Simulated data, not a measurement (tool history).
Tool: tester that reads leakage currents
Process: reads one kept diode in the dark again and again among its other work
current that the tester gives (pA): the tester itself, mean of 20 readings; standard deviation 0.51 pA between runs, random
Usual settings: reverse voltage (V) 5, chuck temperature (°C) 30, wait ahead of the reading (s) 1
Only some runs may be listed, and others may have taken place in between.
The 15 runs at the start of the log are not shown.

| run | day | reverse voltage (V) | chuck temperature (°C) | wait ahead of the reading (s) | current that the tester gives (pA) |
|---|---|---|---|---|---|
|  | 28.629 | probe card cleaned and baked |
| 16 | 29.717 | 5 | 30 | 0.31 | 164.35 |
| 17 | 32.2 | 5 | 30 | 0.31 | 163.35 |
| 18 | 33.812 | 2.35 | 30 | 1 | 101.66 |
| 19 | 36.625 | 2.35 | 30 | 1 | 101.58 |
|  | 36.904 | probe card cleaned and baked, once more |
|  | 39.175 | chuck's temperature calibrated |
| 20 | 39.475 | 2.35 | 30 | 1 | 107.07 |
| 21 | 41.225 | 5 | 30 | 4.81 | 164.96 |
| 22 | 42.6 | 5 | 30 | 4.81 | 164.38 |
| 23 | 44.471 | 2.39 | 60 | 2.11 | 1254.08 |
| 24 | 46.317 | 2.39 | 60 | 2.11 | 1242.01 |
| 25 | 48.479 | 2.03 | 42 | 0.36 | 273.1 |
| 26 | 49.967 | 1.16 | 42 | 9.35 | 194.81 |
| 27 | 51.958 | 2.59 | 30 | 0.74 | 110.28 |
| 28 | 54.767 | 4.74 | 59 | 3.02 | 1686.44 |
| 29 | 56.583 | 1.35 | 52 | 3.02 | 473.36 |
| 30 | 58.554 | 5.8 | 25 | 5.78 | 109.03 |
| 31 | 61.067 | 8.71 | 28 | 0.44 | 187.75 |
| 32 | 62.562 | 6.15 | 38 | 7.46 | 357.38 |
| 33 | 63.912 | 6.15 | 38 | 7.46 | 356.47 |
| 34 | 66.483 | 5 | 28 | 4.89 | 129.24 |
| 35 | 68.65 | 2.34 | 28 | 0.59 | 83.44 |
| 36 | 69.829 | 14.14 | 28 | 0.64 | 241.67 |
| 37 | 71.271 | 1.07 | 28 | 2.58 | 51.89 |
| 38 | 72.604 | 3.82 | 24 | 5.86 | 74.97 |
| 39 | 74.683 | 3.82 | 24 | 5.86 | 74.62 |
| 40 | 76.112 | 13.43 | 45 | 5.25 | 985.78 |

Predict each of these 3 candidate next runs independently; none follows another, all start after run 40:
| A | 77.733 | 5.5 | 33 | 1.62 | ? |
| B | 77.733 | 13.43 | 21 | 2.77 | ? |
| C | 77.733 | 3.47 | 30 | 1 | ? |

| run | current that the tester gives (pA) |
|---|---|
| A | 210.17 |
| B | 117.18 |
| C | 122.84 |
With no hidden state in the tool, these same runs would have given:
| run | current that the tester gives (pA) |
|---|---|
| A | 234.62 |
| B | 131.02 |
| C | 137.33 |
